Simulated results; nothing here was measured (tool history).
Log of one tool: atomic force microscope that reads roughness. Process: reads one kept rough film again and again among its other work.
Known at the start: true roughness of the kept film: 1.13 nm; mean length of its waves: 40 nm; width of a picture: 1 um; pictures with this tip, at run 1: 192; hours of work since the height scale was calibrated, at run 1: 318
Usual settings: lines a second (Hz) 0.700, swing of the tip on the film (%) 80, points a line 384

| run | hour | lines a second (Hz) | swing of the tip on the film (%) | points a line | pictures with this tip | hours of work since the height scale was calibrated | roughness of the kept film (nm (root mean square)) |
|---|---|---|---|---|---|---|---|
| 1 | 0.0 | 0.700 | 80 | 384 | 192 | 318 | 1.081 |
| 2 | 25.6 | 1.259 | 80 | 384 | 229 | 331 | 1.054 |
| 3 | 47.1 | 1.259 | 65 | 384 | 260 | 342 | 1.086 |
| 4 | 78.0 | 1.259 | 65 | 384 | 304 | 358 | 1.091 |
|  | 95.3 | new tip fitted |
| 5 | 101.6 | 1.259 | 65 | 384 | 9 | 370 | 1.084 |
| 6 | 126.6 | 0.700 | 74 | 384 | 45 | 382 | 1.092 |
| 7 | 161.4 | 0.700 | 74 | 384 | 95 | 400 | 1.087 |
| 8 | 180.6 | 0.700 | 80 | 523 | 122 | 410 | 1.079 |
| 9 | 213.6 | 0.700 | 80 | 523 | 170 | 426 | 1.079 |
| 10 | 231.1 | 1.270 | 80 | 523 | 195 | 435 | 1.057 |
| 11 | 253.9 | 1.270 | 80 | 523 | 228 | 447 | 1.056 |
| 12 | 288.8 | 0.746 | 70 | 453 | 278 | 464 | 1.090 |
| 13 | 305.7 | 0.746 | 70 | 453 | 302 | 473 | 1.090 |
|  | 323.0 | new tip fitted |
| 14 | 325.1 | 0.700 | 71 | 258 | 3 | 482 | 1.084 |
| 15 | 348.9 | 0.700 | 75 | 384 | 37 | 494 | 1.086 |
| 16 | 379.9 | 1.181 | 80 | 384 | 82 | 510 | 1.060 |

The next listed run, before its measurement:
| 17 | 395.6 | 2.254 | 57 | 384 | 104 | 518 | ? |

Run 17 gave roughness of the kept film (nm (root mean square)) 1.086.
Without the tool's hidden state the same run would have given roughness of the kept film (nm (root mean square)) 1.086.
